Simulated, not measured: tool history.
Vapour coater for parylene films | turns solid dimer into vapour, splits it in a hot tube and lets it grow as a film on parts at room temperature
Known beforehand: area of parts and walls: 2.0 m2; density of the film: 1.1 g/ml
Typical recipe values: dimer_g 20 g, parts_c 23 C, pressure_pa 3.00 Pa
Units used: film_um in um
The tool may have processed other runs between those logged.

run    hour  dimer_g  parts_c  pressure_pa  film_um
  1     0.0       20       23         3.00     4.14
  2    35.8       20       23         3.00     4.09
  3    88.4       20       23         3.00     3.95
       97.0  -- trap's valve overhauled
  4   122.2       20       23         3.00     4.40
  5   171.8       20       23         3.00     4.39
  6   219.7       20       23         3.00     4.38
  7   278.5       20       18         3.00     4.74
  8   316.9       20       18         3.00     4.82
  9   383.9       20       18         3.00     4.71
 10   437.8       20       23         3.00     4.13
 11   469.4       20       17         3.00     4.78
 12   517.1       20       17         3.00     4.64
 13   588.6       15       17         8.49     2.84
      611.6  -- trap's valve overhauled
 14   646.0       25       17         6.74     5.45
 15   688.9       25       17         6.74     5.44
 16   737.5       10       31         8.40     1.47
 17   785.9       26       22         4.05     5.31
 18   827.5       26       22         4.05     5.29
 19   875.7       26       22         4.05     5.29
 20   930.2       13       22         8.83     2.26
 21   973.7       13       22         8.83     2.21
 22  1014.3       13       23         5.74     2.33

Predict each of these 3 candidate next runs independently; none follows another, all start after run 22:
  A  1044.4       24       25         5.74        ?
  B  1044.4       21       20        11.96        ?
  C  1044.4       20       29         3.00        ?

run  film_um
  A     4.09
  B     3.48
  C     3.45
Stripped of hidden state, with their random variation kept, the same runs would have yielded:
run  film_um
  A     4.63
  B     3.94
  C     3.91
